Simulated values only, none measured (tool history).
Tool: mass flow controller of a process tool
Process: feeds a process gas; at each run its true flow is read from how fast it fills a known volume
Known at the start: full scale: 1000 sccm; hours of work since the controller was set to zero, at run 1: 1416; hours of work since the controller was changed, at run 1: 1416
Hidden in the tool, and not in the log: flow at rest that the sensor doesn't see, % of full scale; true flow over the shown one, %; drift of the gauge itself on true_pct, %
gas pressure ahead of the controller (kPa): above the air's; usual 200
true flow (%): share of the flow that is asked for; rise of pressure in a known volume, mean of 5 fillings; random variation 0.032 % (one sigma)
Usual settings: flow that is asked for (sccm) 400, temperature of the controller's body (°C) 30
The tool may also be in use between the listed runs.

| run | hour | flow that is asked for (sccm) | gas pressure ahead of the controller (kPa) | temperature of the controller's body (°C) | hours of work since the controller was set to zero | hours of work since the controller was changed | true flow (%) |
|---|---|---|---|---|---|---|---|
| 1 | 0.0 | 400 | 200 | 30 | 1416 | 1416 | 97.67 |
| 2 | 224.2 | 400 | 200 | 30 | 1545 | 1545 | 97.65 |
| 3 | 484.3 | 400 | 200 | 30 | 1695 | 1695 | 97.67 |
| 4 | 688.1 | 400 | 200 | 30 | 1812 | 1812 | 97.65 |
| 5 | 952.8 | 212 | 200 | 30 | 1965 | 1965 | 97.74 |
| 6 | 1230.6 | 212 | 200 | 30 | 2125 | 2125 | 97.75 |
| 7 | 1560.4 | 212 | 200 | 30 | 2314 | 2314 | 97.85 |
| 8 | 1931.1 | 212 | 200 | 30 | 2528 | 2528 | 97.94 |
| 9 | 2156.1 | 272 | 200 | 28 | 2657 | 2657 | 97.93 |
| 10 | 2496.5 | 272 | 200 | 28 | 2853 | 2853 | 97.98 |
| 11 | 2698.1 | 108 | 148 | 28 | 2969 | 2969 | 100.53 |
| 12 | 3072.9 | 108 | 148 | 28 | 3185 | 3185 | 100.68 |
| 13 | 3385.7 | 108 | 148 | 28 | 3365 | 3365 | 100.93 |
| 14 | 3602.0 | 108 | 247 | 39 | 3490 | 3490 | 99.53 |
| 15 | 4044.0 | 400 | 262 | 30 | 3744 | 3744 | 97.31 |

Forecast each of these 4 alternatives for the next run:
| A | 4416.6 | 400 | 173 | 34 | 3958 | 3958 | ? |
| B | 4416.6 | 400 | 200 | 29 | 3958 | 3958 | ? |
| C | 4416.6 | 170 | 165 | 30 | 3958 | 3958 | ? |
| D | 4416.6 | 597 | 162 | 31 | 3958 | 3958 | ? |

| run | true flow (%) |
|---|---|
| A | 97.39 |
| B | 97.74 |
| C | 99.23 |
| D | 97.84 |
Without the tool's hidden state the same runs would have given:
| run | true flow (%) |
|---|---|
| A | 97.22 |
| B | 97.56 |
| C | 96.82 |
| D | 98.22 |
